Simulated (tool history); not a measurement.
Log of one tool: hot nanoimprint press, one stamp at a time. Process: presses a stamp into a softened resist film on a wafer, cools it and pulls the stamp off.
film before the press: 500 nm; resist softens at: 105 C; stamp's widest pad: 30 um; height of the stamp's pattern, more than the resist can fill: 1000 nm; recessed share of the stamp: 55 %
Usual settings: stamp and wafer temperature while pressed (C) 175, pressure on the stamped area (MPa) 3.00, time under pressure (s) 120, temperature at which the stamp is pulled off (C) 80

| run | day | stamp and wafer temperature while pressed (C) | pressure on the stamped area (MPa) | time under pressure (s) | temperature at which the stamp is pulled off (C) | resist left under the stamp's widest pad (Å) | greatest force while the stamp is pulled off (N) |
|---|---|---|---|---|---|---|---|
| 1 | 0.000 | 175 | 3.00 | 120 | 80 | 2266 | 281 |
| 2 | 2.196 | 175 | 3.00 | 120 | 80 | 2295 | 284 |
|  | 2.633 | plate thermocouple calibrated |
| 3 | 4.317 | 175 | 3.00 | 120 | 80 | 2123 | 276 |
| 4 | 6.150 | 175 | 3.00 | 120 | 80 | 2133 | 295 |
| 5 | 9.079 | 175 | 3.00 | 120 | 80 | 2143 | 293 |
| 6 | 12.012 | 175 | 3.00 | 120 | 80 | 2162 | 294 |
| 7 | 15.350 | 175 | 3.00 | 120 | 80 | 2178 | 316 |
| 8 | 18.662 | 175 | 3.00 | 120 | 80 | 2177 | 308 |
| 9 | 21.883 | 175 | 3.00 | 120 | 80 | 2181 | 307 |
| 10 | 24.375 | 175 | 3.00 | 120 | 80 | 2211 | 326 |
|  | 25.233 | stamp cleaned and given a new release coat |
| 11 | 26.679 | 175 | 3.00 | 120 | 80 | 2178 | 206 |
| 12 | 29.562 | 175 | 3.00 | 120 | 80 | 2205 | 217 |
| 13 | 32.258 | 175 | 3.00 | 120 | 80 | 2206 | 229 |
| 14 | 35.783 | 175 | 3.00 | 120 | 80 | 2221 | 230 |
| 15 | 38.746 | 175 | 3.00 | 120 | 80 | 2226 | 232 |
| 16 | 42.658 | 175 | 3.00 | 120 | 80 | 2269 | 238 |
| 17 | 46.646 | 175 | 3.00 | 156 | 80 | 2086 | 243 |
|  | 48.783 | plate thermocouple calibrated |
| 18 | 49.946 | 175 | 3.36 | 235 | 80 | 1648 | 246 |
| 19 | 51.883 | 175 | 3.36 | 235 | 80 | 1642 | 256 |
| 20 | 55.712 | 185 | 3.00 | 120 | 70 | 1439 | 293 |
| 21 | 58.804 | 167 | 4.01 | 68 | 80 | 3143 | 266 |
| 22 | 60.588 | 184 | 4.01 | 86 | 72 | 1401 | 308 |
| 23 | 63.054 | 185 | 3.51 | 177 | 66 | 1159 | 328 |
| 24 | 65.158 | 185 | 2.75 | 71 | 74 | 1828 | 297 |
| 25 | 67.279 | 178 | 3.93 | 77 | 85 | 1969 | 272 |

Forecast run 26:
|  | 67.871 | press's hydraulic seals changed and the load cell set to zero |
| 26 | 71.212 | 182 | 3.93 | 195 | 67 | ? | ? |

{"run 26": {"resist left under the stamp's widest pad (Å)": 1184, "greatest force while the stamp is pulled off (N)": 343}}
Without the tool's hidden state the same run would have given resist left under the stamp's widest pad (Å) 1157, greatest force while the stamp is pulled off (N) 235.
